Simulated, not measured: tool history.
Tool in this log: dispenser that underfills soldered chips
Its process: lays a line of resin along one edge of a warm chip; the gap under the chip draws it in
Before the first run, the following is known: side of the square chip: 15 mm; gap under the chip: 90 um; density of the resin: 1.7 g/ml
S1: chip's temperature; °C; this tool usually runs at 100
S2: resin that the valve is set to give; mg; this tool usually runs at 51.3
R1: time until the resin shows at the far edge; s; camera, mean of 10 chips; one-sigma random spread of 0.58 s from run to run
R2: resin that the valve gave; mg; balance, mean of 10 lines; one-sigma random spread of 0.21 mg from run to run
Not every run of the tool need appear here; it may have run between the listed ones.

run   hour   S1    S2     R1     R2
  1    0.0  100  51.3   99.4  47.60
       1.5  -- new syringe of resin
  2   10.4  100  51.3   77.3  47.59
      18.3  -- new syringe of resin
      21.0  -- dispensing valve cleaned and set on the balance
  3   24.6  100  51.3   64.0  51.18
  4   32.0  100  51.3   88.4  51.08
      36.6  -- new syringe of resin
  5   43.1  100  51.3   67.1  50.29
      53.4  -- new syringe of resin
  6   54.7  100  51.3   52.9  50.44
  7   66.9  100  51.3   92.1  49.49
      70.2  -- new syringe of resin
      71.9  -- stage's temperature calibrated
  8   80.2  112  51.3   47.3  49.95
      87.7  -- new syringe of resin
  9   88.4  112  51.3   33.2  49.66
 10   95.7  100  51.3   72.3  49.55
     104.5  -- new syringe of resin
 11  108.9  107  51.3   47.5  49.49
     122.1  -- new syringe of resin
 12  123.1  100  65.3   50.2  62.00
 13  136.0  100  49.8   94.2  46.89
     139.4  -- new syringe of resin
 14  142.5  100  49.8   60.3  46.94
 15  151.0  100  62.9   83.9  58.57
     155.9  -- new syringe of resin
 16  159.4  100  45.4   62.6  41.95
 17  166.2   90  51.3  123.6  47.59
     172.3  -- new syringe of resin
     181.2  -- dispensing valve cleaned and set on the balance
 18  181.2   88  45.2  118.0  44.87
     190.7  -- new syringe of resin
 19  192.8   90  57.6   81.5  57.68
 20  200.5   90  57.6  113.8  56.81
     207.3  -- new syringe of resin
 21  208.0   96  55.9   59.6  55.09
 22  220.9   92  66.0  124.0  64.64
     224.3  -- new syringe of resin
 23  232.2  113  55.1   43.8  53.56
 24  238.9  113  55.1   59.2  53.55
     241.0  -- new syringe of resin
 25  246.1   91  45.0   94.7  43.36
 26  254.4   91  45.0  137.4  43.13
     258.0  -- new syringe of resin
 27  262.1  114  45.5   36.8  43.69
 28  272.3  104  45.5   85.7  43.16
     274.6  -- new syringe of resin
 29  286.3  104  45.5   73.5  42.80
     291.2  -- new syringe of resin
 30  296.8  104  45.5   57.3  42.85
     308.6  -- new syringe of resin
 31  310.2   92  46.7   78.7  43.72
 32  316.6   92  46.7  104.7  43.70
 33  324.4  102  60.1   95.9  55.57
     325.6  -- new syringe of resin
 34  333.9  102  60.1   67.3  55.33

What if the next run were any one of these 5? Each begins from the tool's condition after run 34:
     340.1  -- dispensing valve cleaned and set on the balance
  A  341.3  109  51.9   ?   ?
     340.1  -- dispensing valve cleaned and set on the balance
  B  341.3  104  55.3   ?   ?
     340.1  -- dispensing valve cleaned and set on the balance
  C  341.3   94  53.6   ?   ?
     340.1  -- dispensing valve cleaned and set on the balance
  D  341.3  102  53.4   ?   ?
     340.1  -- dispensing valve cleaned and set on the balance
  E  341.3   87  53.5   ?   ?

run     R1     R2
  A   70.8  52.72
  B   83.2  55.24
  C  123.7  53.88
  D   89.4  53.09
  E  170.1  53.48
Stripped of hidden state, with their random variation kept, the same runs would have yielded:
run    R1     R2
  A  35.8  52.78
  B  42.3  55.31
  C  62.6  53.95
  D  45.1  53.16
  E  86.1  53.55
